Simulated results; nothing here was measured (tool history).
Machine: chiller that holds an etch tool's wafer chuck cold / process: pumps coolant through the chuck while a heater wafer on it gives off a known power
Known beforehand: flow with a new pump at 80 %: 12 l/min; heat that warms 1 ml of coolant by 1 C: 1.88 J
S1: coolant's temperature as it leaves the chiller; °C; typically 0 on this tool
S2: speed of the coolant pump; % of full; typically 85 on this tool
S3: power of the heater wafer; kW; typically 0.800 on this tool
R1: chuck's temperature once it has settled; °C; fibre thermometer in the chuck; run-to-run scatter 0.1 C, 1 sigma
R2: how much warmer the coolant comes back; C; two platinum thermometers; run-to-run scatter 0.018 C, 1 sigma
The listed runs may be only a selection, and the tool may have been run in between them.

run,day,S1,S2,S3,R1,R2
1,0.000,0,85,0.800,5.4,1.97
2,1.921,0,85,0.800,5.0,1.98
3,3.783,0,85,0.800,5.1,2.05
4,6.162,0,76,0.800,5.6,2.31
5,8.750,0,76,0.800,5.7,2.35
6,9.888,0,85,0.800,5.3,2.05
7,11.358,0,85,0.800,5.2,2.07
8,12.662,0,78,0.800,5.7,2.30
9,14.479,0,85,0.800,5.2,2.08
10,16.321,0,85,0.800,5.1,2.13
11,17.738,0,85,0.800,5.2,2.12
12,20.171,0,74,0.800,6.0,2.50
13,22.350,-9,85,0.479,-6.0,1.40
14,24.358,-9,85,0.479,-5.9,1.39
15,25.858,0,83,0.683,4.5,1.98
16,27.312,0,72,1.105,8.1,3.51
17,28.621,6,85,1.106,13.1,2.97
18,30.925,4,62,0.538,8.5,2.15
# day 31.779: coolant changed, channels flushed
19,32.888,0,77,0.800,5.7,2.49
20,35.546,0,71,0.800,5.9,2.77
21,37.338,3,61,0.800,9.7,3.22
22,38.421,-7,69,0.800,-0.8,2.82

Some steps in R2, run to run, broken into two amounts with sign: the step expected even without the hidden condition (settings, incoming material, random variation), and the rest, left for the hidden condition together with whatever gauge scatter is not in both the measured and the hidden-condition-free result:
Hidden state present: heat passed by the chuck's channels, % of clean ones'; flow at a given pump speed, % of a new pump's; coolant's true temperature over the reading, C; drift of the gauge itself on chuck_c, C; drift of the gauge itself on warmer_back_c, C.
Run 4 -> 5: no setting changed, nothing entered. R2 +0.04 C: hidden state +0.03, all else +0.01.
Run 9 -> 10: no setting changed, nothing entered. R2 +0.05 C: hidden state +0.03, all else +0.02.
Run 12 -> 13: S1 0 -> -9, S2 74 -> 85, S3 0.800 -> 0.479. R2 -1.10 C: hidden state +0.01, all else -1.11.
Run 15 -> 16: S2 83 -> 72, S3 0.683 -> 1.105. R2 +1.53 C: hidden state +0.02, all else +1.51.
